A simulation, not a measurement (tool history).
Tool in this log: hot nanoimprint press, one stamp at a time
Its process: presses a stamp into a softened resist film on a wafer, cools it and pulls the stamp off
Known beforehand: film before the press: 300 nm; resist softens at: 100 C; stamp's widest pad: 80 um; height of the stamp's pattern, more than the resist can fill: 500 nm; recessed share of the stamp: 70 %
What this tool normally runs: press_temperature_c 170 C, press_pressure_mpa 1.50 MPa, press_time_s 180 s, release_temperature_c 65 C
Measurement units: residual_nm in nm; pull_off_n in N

| run | day | press_temperature_c | press_pressure_mpa | press_time_s | release_temperature_c | residual_nm | pull_off_n |
|---|---|---|---|---|---|---|---|
| 1 | 0.000 | 170 | 1.50 | 180 | 65 | 154.3 | 204 |
| 2 | 1.988 | 170 | 1.50 | 180 | 65 | 153.5 | 211 |
| 3 | 2.900 | 170 | 1.50 | 180 | 65 | 155.0 | 208 |
| 4 | 4.683 | 170 | 1.50 | 180 | 65 | 154.0 | 209 |
| 5 | 5.592 | 170 | 1.34 | 180 | 65 | 163.2 | 212 |
| 6 | 7.396 | 170 | 1.22 | 180 | 65 | 168.0 | 212 |
| 7 | 8.571 | 179 | 1.37 | 180 | 65 | 116.3 | 209 |
| 8 | 9.762 | 169 | 1.19 | 110 | 69 | 202.7 | 202 |
| 9 | 11.083 | 169 | 1.19 | 110 | 69 | 202.5 | 195 |
| 10 | 12.079 | 170 | 1.50 | 180 | 52 | 155.1 | 231 |
| 11 | 13.717 | 170 | 1.50 | 180 | 52 | 155.0 | 227 |
| 12 | 14.950 | 170 | 1.50 | 180 | 67 | 154.2 | 192 |

Withheld: 1 entry from between the runs. Position of each, and hidden state at the listed run before versus the listed run after:
In the gap between runs 10 and 11: stamp cleaned and given a new release coat (day 13.254)
  grip of the stamp's worn release coat, % over a new coat's: 0.7 -> 0
